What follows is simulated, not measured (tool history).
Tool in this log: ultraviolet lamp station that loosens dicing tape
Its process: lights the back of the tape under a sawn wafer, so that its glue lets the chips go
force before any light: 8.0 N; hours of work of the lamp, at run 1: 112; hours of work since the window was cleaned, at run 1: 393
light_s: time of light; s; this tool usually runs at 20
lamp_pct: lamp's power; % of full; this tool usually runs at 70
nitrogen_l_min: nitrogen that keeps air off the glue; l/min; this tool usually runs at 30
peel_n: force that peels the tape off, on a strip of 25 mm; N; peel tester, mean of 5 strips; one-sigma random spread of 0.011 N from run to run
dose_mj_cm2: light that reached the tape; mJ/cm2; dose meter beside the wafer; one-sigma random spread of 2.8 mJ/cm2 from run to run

run     day  light_s  lamp_pct  nitrogen_l_min  hours of work of the lamp  hours of work since the window was cleaned  peel_n  dose_mj_cm2
  1       0       20        70              30                        112                                         393   0.651          353
  2   0.333       20        86              30                        119                                         399    0.43          433
  3   0.733       20        86              30                        126                                         406   0.439          436
  4   1.158       20        86              30                        134                                         414   0.461          431
  5   1.346       11        70              30                        137                                         418   1.933          192
  6   1.612       11        70              30                        142                                         422   1.939          194
  7   2.046       11        70              30                        150                                         431   1.955          189
  8   2.238       20        70              30                        154                                         434   0.696          349
  9   2.596       20        70              30                        160                                         441   0.674          348
 10   2.779       39        70              30                        164                                         444   0.216          674
 11   3.158       20        70              30                        171                                         451    0.73          345
 12   3.367       14        70              30                        175                                         455   1.326          237
 13   3.592       20        70              30                        179                                         459    0.69          346
 14     3.9       20        83              30                        184                                         465   0.505          406
 15   4.129       20       100              30                        189                                         469   0.334          492
 16    4.35       20        86              30                        193                                         473   0.482          419
 17   4.579       20        86              30                        197                                         477    0.46          419
      4.638  -- window cleaned of glue's vapour
 18   4.817       20        86              30                        201                                           3   0.535          400
 19   5.171       17        77              30                        207                                          10   0.916          309
 20   5.583       17        70              30                        215                                          17   1.135          274
 21   5.779       20        72              14                        219                                          21   1.197          334
 22   6.167       20        72              14                        226                                          28    1.22          330
 23   6.604       16        84              10                        234                                          36   1.651          305
 24   6.854       16        63              24                        239                                          41   1.672          233
      6.908  -- window cleaned of glue's vapour, once more
 25     7.2       36        75              37                        244                                           5     0.2          729
 26   7.512       36        75              37                        250                                          11   0.192          721
 27    7.85       12        92              30                        256                                          17   0.977          293
 28   8.254       19        70              30                        264                                          25   0.664          353
 29   8.575       19        70              30                        270                                          31   0.665          357
 30   8.812       15        70               9                        274                                          35   1.984          278
 31   9.008       15        91              39                        278                                          39    0.56          360
 32   9.438       15        71              39                        286                                          47   0.937          283
 33   9.688       30        65              26                        290                                          51   0.349          510
 34   9.925       20        76              13                        295                                          56   0.867          399
 35  10.288       20        70              28                        301                                          62   0.662          364
 36  10.683       20        70              28                        309                                          70   0.649          367

Difference, measured minus no-hidden-state, one row per run. Run-to-run variation is common to both terms; the gauge's own scatter need not be:
The hidden state here: lamp's light, % of a new lamp's; light that the window lets through, % of a clean one's; drift of the gauge itself on peel_n, %; drift of the gauge itself on dose_mj_cm2, %.
run  peel_n  dose_mj_cm2
  1   +0.15          -47
  2  +0.099          -60
  3  +0.102          -61
  4  +0.111          -63
  5  +0.353          -29
  6  +0.359          -29
  7  +0.372          -30
  8  +0.184          -55
  9  +0.181          -57
 10  +0.024         -111
 11  +0.203          -58
 12  +0.321          -41
 13  +0.198          -61
 14  +0.144          -73
 15  +0.084          -88
 16  +0.137          -76
 17  +0.133          -77
 18  +0.187          -96
 19  +0.329          -74
 20  +0.396          -68
 21  +0.412          -83
 22  +0.425          -84
 23  +0.528          -80
 24  +0.538          -61
 25  +0.007          -51
 26  +0.007          -53
 27   +0.13          -23
 28    +0.1          -28
 29  +0.102          -30
 30  +0.216          -24
 31  +0.091          -32
 32  +0.149          -26
 33  +0.053          -49
 34  +0.147          -39
 35   +0.12          -37
 36  +0.122          -39
